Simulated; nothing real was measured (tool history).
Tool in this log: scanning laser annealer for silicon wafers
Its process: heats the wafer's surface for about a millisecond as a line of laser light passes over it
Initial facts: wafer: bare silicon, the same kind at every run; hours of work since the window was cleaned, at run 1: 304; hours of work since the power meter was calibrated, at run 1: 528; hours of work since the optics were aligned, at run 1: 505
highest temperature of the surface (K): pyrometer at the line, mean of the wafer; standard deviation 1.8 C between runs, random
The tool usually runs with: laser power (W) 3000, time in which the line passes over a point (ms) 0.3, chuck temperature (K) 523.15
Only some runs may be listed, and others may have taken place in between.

run,day,laser power (W),time in which the line passes over a point (ms),chuck temperature (K),hours of work since the window was cleaned,hours of work since the power meter was calibrated,hours of work since the optics were aligned,highest temperature of the surface (K)
1,0,3000,0.3,523.15,304,528,505,1290.15
2,0.708,3000,0.3,523.15,314,538,515,1287.15
3,1.229,3000,0.3,523.15,321,546,523,1286.15
4,1.712,3000,0.3,523.15,328,553,530,1285.15
5,2.188,3000,0.3,523.15,335,560,537,1284.15
6,2.571,3000,0.3,523.15,341,565,542,1285.15
7,3.158,3000,0.3,523.15,349,574,551,1283.15
8,3.775,2981,0.3,523.15,358,583,560,1282.15
9,4.158,2981,0.3,523.15,364,588,565,1281.15
10,4.954,2981,0.3,523.15,375,600,577,1277.15
11,5.717,2981,0.3,523.15,387,611,588,1277.15
12,6.612,2981,0.3,523.15,400,624,601,1277.15
13,7.229,2981,0.3,523.15,409,633,610,1276.15
14,7.721,2981,0.3,516.15,416,640,617,1270.15
15,8.238,3000,0.3,523.15,423,648,625,1282.15
16,8.7,3000,0.3,523.15,430,654,631,1280.15
17,9.158,2647,0.294,536.15,437,661,638,1195.15
18,9.542,2647,0.294,536.15,442,667,644,1197.15

Predict the results of run 19:
19,10.446,2647,0.294,536.15,455,680,657,?

Run 19 came out at highest temperature of the surface (K) 1197.15.
If the tool had no hidden condition, the same run with the same run-to-run variation would have returned highest temperature of the surface (K) 1222.15.

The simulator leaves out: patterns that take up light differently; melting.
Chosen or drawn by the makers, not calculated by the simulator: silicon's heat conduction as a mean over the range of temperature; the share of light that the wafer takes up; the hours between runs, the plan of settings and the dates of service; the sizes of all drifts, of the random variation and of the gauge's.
